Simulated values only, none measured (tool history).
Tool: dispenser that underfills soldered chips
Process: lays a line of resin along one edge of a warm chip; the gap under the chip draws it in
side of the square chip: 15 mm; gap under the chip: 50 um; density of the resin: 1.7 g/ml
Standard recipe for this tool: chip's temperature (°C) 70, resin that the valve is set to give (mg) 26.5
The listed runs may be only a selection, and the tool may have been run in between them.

run,day,chip's temperature (°C),resin that the valve is set to give (mg),time until the resin shows at the far edge (s),resin that the valve gave (mg)
1,0,70,26.5,234.1,26.37
# day 0.108: new syringe of resin
2,0.425,70,26.5,236.1,26.22
# day 0.533: new syringe of resin
3,0.854,85,26.5,107.7,26.26
# day 0.925: new syringe of resin
# day 1.317: new syringe of resin
4,1.338,70,25.5,171.6,25.18
# day 1.725: new syringe of resin
5,1.825,70,25.5,182.3,25.13
# day 1.904: dispensing valve cleaned and set on the balance
6,2.092,70,25.5,233,25.51
# day 2.192: new syringe of resin
7,2.304,70,34.4,180.1,34.38
# day 2.612: new syringe of resin
8,2.788,70,34.4,192.6,34.26
# day 3.017: new syringe of resin
9,3.188,70,34.4,191.3,34.05
# day 3.433: new syringe of resin
10,3.675,70,34.4,206.7,34.02
# day 3.85: new syringe of resin
11,4.096,74,26.2,174.8,25.75
# day 4.238: new syringe of resin
# day 4.571: dispensing valve cleaned and set on the balance
12,4.6,75,29.3,174.1,29.21
# day 4.679: new syringe of resin
# day 5.079: new syringe of resin
13,5.088,75,29.3,122.1,29.1
# day 5.504: new syringe of resin
14,5.583,69,24.2,188.5,23.93

Each row is a separate what-if for the run after 14, all from the same tool condition, not one after another. Results?
# day 5.912: new syringe of resin
A,6.062,73,23.9,?,?
# day 5.912: new syringe of resin
B,6.062,61,25,?,?
# day 5.912: new syringe of resin
C,6.062,70,26.8,?,?

run,time until the resin shows at the far edge (s),resin that the valve gave (mg)
A,168.3,23.62
B,315.2,24.6
C,186.8,26.4
With the hidden condition removed and each run's random variation left untouched, the same runs would have given:
run,time until the resin shows at the far edge (s),resin that the valve gave (mg)
A,152.1,23.94
B,286.5,24.93
C,169.3,26.76
